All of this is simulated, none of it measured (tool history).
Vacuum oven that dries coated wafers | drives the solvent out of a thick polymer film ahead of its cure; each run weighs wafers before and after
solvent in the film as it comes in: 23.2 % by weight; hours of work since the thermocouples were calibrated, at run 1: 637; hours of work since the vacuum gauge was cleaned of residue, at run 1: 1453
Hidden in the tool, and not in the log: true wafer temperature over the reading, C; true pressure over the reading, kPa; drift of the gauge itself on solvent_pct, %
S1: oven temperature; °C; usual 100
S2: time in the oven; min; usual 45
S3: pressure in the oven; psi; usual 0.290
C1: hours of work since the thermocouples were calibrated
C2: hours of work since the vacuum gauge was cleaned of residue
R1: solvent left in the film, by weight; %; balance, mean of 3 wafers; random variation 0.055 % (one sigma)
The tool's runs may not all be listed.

run    hour   S1  S2     S3   C1    C2    R1
  1     0.0  100  45  0.290  637  1453  2.35
  2    79.1  107  45  0.290  693  1509  1.13
  3   154.0   94  45  0.290  746  1562  4.23
  4   233.2  100  45  0.219  802  1618  2.05
      251.5  -- oven's thermocouples calibrated
  5   340.9  100  45  0.219   63  1693  2.12
  6   402.3  100  45  0.219  107  1736  2.00
  7   502.2  100  45  0.290  177  1807  2.39
  8   617.2  100  45  0.290  259  1888  2.37
  9   725.6  100  62  0.290  335  1965  1.59
 10   799.7  102  45  0.290  388  2017  2.03
 11   903.3  110  45  0.290  461  2090  0.94
 12  1010.1  110  45  0.290  536  2166  0.98
 13  1096.5  110  45  0.290  598  2227  0.89
 14  1156.0  110  45  0.290  640  2269  0.97
 15  1230.7  110  45  0.290  692  2322  0.92
 16  1296.3  110  45  0.290  739  2368  0.93
 17  1375.6  100  23  0.222  795  2424  5.54
     1399.1  -- oven's thermocouples calibrated
 18  1450.1  100  23  0.222   36  2476  5.39
 19  1539.2  100  23  0.222   99  2539  5.30
     1549.2  -- vacuum gauge cleaned of residue and calibrated
 20  1595.1  101  50  0.532  138    32  2.62
 21  1661.1  104  45  0.496  184    79  2.16
 22  1739.4  104  45  0.496  240   134  2.30
 23  1825.9  100  45  0.429  301   196  2.86
 24  1907.6  100  45  0.429  358   253  2.87
 25  1982.2  107  49  0.234  411   306  0.89
 26  2034.6  107  49  0.234  448   343  0.88
 27  2150.7  107  49  0.234  530   425  0.92

Hidden state at the last listed run before each entry between runs and at the first one after, where it differs:
Between runs 4 and 5: oven's thermocouples calibrated (hour 251.5)
  true wafer temperature over the reading, C: -0.2 -> 0.01; true pressure over the reading, kPa: 0.021 -> 0.022
  measured less the result without the state, R1: +0.06 -> +0.01 %
Between runs 17 and 18: oven's thermocouples calibrated (hour 1399.1)
  true wafer temperature over the reading, C: -0.13 -> 0.03
  measured less the result without the state, R1: +0.07 -> +0.01 %
Between runs 19 and 20: vacuum gauge cleaned of residue and calibrated (hour 1549.2)
  true pressure over the reading, kPa: 0.032 -> 0.001
  measured less the result without the state, R1: +0.01 -> -0.01 %
